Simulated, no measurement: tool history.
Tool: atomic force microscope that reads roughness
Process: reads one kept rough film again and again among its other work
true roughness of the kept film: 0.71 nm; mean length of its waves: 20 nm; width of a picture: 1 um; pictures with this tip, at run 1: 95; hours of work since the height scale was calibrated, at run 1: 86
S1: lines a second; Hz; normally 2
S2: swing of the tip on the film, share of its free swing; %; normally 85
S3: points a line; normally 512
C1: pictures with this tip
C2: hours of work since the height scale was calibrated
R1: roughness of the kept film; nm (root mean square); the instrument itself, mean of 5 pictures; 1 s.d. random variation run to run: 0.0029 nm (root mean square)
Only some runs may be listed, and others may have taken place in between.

run,day,S1,S2,S3,C1,C2,R1
1,0,2,85,512,95,86,0.59
2,0.304,2,85,512,102,89,0.59
3,0.483,2,85,512,107,91,0.582
4,0.658,2,85,512,111,93,0.581
5,0.846,2,85,512,115,95,0.58
6,1.221,2,85,512,125,100,0.588
7,1.458,2,85,512,130,102,0.584
8,1.833,2,85,512,139,107,0.584
9,2.208,2,85,512,148,111,0.578
10,2.375,2,85,512,152,113,0.582
11,2.596,2,62,512,158,115,0.646
12,2.925,2,85,605,166,119,0.586
13,3.117,2,88,512,170,121,0.571
14,3.421,2,88,512,178,125,0.572
15,3.771,2,88,512,186,129,0.567
16,4.046,2,88,512,193,132,0.57
17,4.412,2,85,647,201,136,0.58
18,4.804,2.48,85,512,211,140,0.561
19,5.2,2.48,85,512,220,145,0.564
20,5.467,2.48,85,299,227,148,0.556
21,5.8,2.48,85,299,235,152,0.55
22,6.083,2.48,85,299,242,155,0.55
23,6.358,2.48,85,299,248,158,0.547
24,6.696,2.48,85,299,256,162,0.545
25,7.054,0.63,87,325,265,166,0.616
26,7.425,2,75,512,274,170,0.604

What does the tool deliver on the next run?
27,7.771,2.09,87,771,283,174,?

R1: 0.561 nm (root mean square)
Were there no unlogged condition in the tool, this run, its random variation unchanged, would have produced R1 0.583 nm (root mean square).

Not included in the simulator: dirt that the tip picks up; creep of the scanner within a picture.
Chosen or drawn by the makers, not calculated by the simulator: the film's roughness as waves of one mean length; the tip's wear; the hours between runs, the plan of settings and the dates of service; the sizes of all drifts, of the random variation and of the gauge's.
